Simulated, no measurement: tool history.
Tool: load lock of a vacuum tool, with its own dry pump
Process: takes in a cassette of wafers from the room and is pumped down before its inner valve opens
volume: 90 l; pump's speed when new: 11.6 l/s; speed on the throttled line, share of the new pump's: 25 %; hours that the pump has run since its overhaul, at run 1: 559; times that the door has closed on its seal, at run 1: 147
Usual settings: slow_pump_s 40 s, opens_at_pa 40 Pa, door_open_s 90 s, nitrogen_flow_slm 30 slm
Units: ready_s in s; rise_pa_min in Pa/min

run,day,slow_pump_s,opens_at_pa,door_open_s,nitrogen_flow_slm,hours that the pump has run since its overhaul,times that the door has closed on its seal,"incoming humidity of the room's air, %",ready_s,rise_pa_min
1,0,40,40,90,30,559,147,39.7,90.5,0.034
2,3.983,40,40,90,30,655,257,44.7,92.1,0.05
3,9.992,40,40,90,30,799,424,46.7,91.1,0.047
4,16.35,40,40,90,30,952,601,47.5,92,0.048
5,19.458,40,40,90,30,1026,687,43.1,92.4,0.042
6,23.425,40,40,90,30,1122,797,47,91.3,0.046
7,29.5,78,55,90,15,1267,966,44,118.3,0.059
8,34.454,78,55,51,15,1386,1104,42.4,117.2,0.045
9,37.792,40,56,47,30,1466,1196,44,89.2,0.038
10,41.038,40,56,233,8,1544,1287,41.4,89.7,0.1
11,46.629,40,56,233,8,1678,1442,45.8,89.8,0.113

Some steps in ready_s between neighbouring runs. How much of each would the tool show without its hidden state too (settings, what came in, random variation), and how much is left for the hidden state, with any gauge scatter that isn't in both results?
The hidden state here: pump's speed, % of a new pump's; leak at the door's seal, Pa l/s; drift of the gauge itself on ready_s, %; drift of the gauge itself on rise_pa_min, %.
Run 8 -> 9: slow_pump_s 78 -> 40, opens_at_pa 55 -> 56, door_open_s 51 -> 47, nitrogen_flow_slm 15 -> 30. ready_s -28 s: hidden state +0.5, all else -28.5.
